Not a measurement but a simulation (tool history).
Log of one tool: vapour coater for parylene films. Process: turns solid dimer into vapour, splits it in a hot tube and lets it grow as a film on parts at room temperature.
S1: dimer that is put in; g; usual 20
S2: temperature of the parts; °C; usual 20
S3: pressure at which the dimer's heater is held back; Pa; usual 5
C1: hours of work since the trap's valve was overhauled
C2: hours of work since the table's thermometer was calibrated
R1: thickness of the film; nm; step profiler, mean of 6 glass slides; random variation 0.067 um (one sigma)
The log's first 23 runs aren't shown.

| run | hour | S1 | S2 | S3 | C1 | C2 | R1 |
|---|---|---|---|---|---|---|---|
| 24 | 1173.3 | 20 | 20 | 5.38 | 586 | 919 | 7760 |
| 25 | 1246.3 | 20 | 20 | 5.38 | 643 | 976 | 7840 |
|  | 1312.2 | trap's valve overhauled |
| 26 | 1323.7 | 12 | 29 | 2.73 | 9 | 1034 | 4520 |
| 27 | 1391.7 | 36 | 23 | 8.78 | 62 | 1087 | 12170 |
| 28 | 1448.1 | 24 | 13 | 2.22 | 107 | 1132 | 13350 |
| 29 | 1492.5 | 24 | 13 | 2.22 | 142 | 1166 | 13170 |
| 30 | 1544.1 | 20 | 20 | 5 | 182 | 1207 | 7990 |
| 31 | 1604.2 | 20 | 14 | 2.16 | 229 | 1254 | 10920 |
| 32 | 1673.7 | 20 | 20 | 10.78 | 284 | 1309 | 6680 |
| 33 | 1737.7 | 20 | 20 | 10.78 | 334 | 1359 | 6670 |
| 34 | 1776.3 | 29 | 20 | 6.21 | 365 | 1389 | 10990 |
| 35 | 1812.7 | 20 | 21 | 5 | 393 | 1418 | 7880 |
| 36 | 1879 | 15 | 26 | 2.59 | 445 | 1470 | 6070 |
| 37 | 1934 | 21 | 27 | 5 | 489 | 1513 | 7290 |
| 38 | 1995.2 | 21 | 27 | 5 | 537 | 1561 | 7230 |
| 39 | 2030.7 | 16 | 24 | 2.87 | 565 | 1589 | 6650 |
|  | 2081 | table's thermometer calibrated |
| 40 | 2081 | 30 | 12 | 5.44 | 603 | 0 | 13730 |
| 41 | 2135.3 | 15 | 25 | 3.55 | 646 | 43 | 5910 |
|  | 2196.5 | trap's valve overhauled |
| 42 | 2196.5 | 15 | 25 | 3.55 | 0 | 88 | 5870 |
| 43 | 2239.3 | 24 | 20 | 5 | 34 | 121 | 9560 |
| 44 | 2293.7 | 20 | 13 | 5 | 76 | 164 | 9280 |
| 45 | 2357.9 | 21 | 20 | 7.22 | 127 | 214 | 7810 |
| 46 | 2408.4 | 20 | 25 | 5 | 167 | 254 | 7290 |
| 47 | 2466.6 | 28 | 23 | 5 | 212 | 300 | 10570 |

Forecast each of these 4 alternatives for the next run:
| A | 2539.9 | 28 | 19 | 5 | 270 | 357 | ? |
| B | 2539.9 | 9 | 20 | 6.68 | 270 | 357 | ? |
| C | 2539.9 | 28 | 12 | 2.7 | 270 | 357 | ? |
| D | 2539.9 | 16 | 18 | 4.25 | 270 | 357 | ? |

| run | R1 |
|---|---|
| A | 11520 |
| B | 3380 |
| C | 15320 |
| D | 6980 |
Without the tool's hidden state the same runs would have given:
| run | R1 |
|---|---|
| A | 11540 |
| B | 3380 |
| C | 15330 |
| D | 6980 |
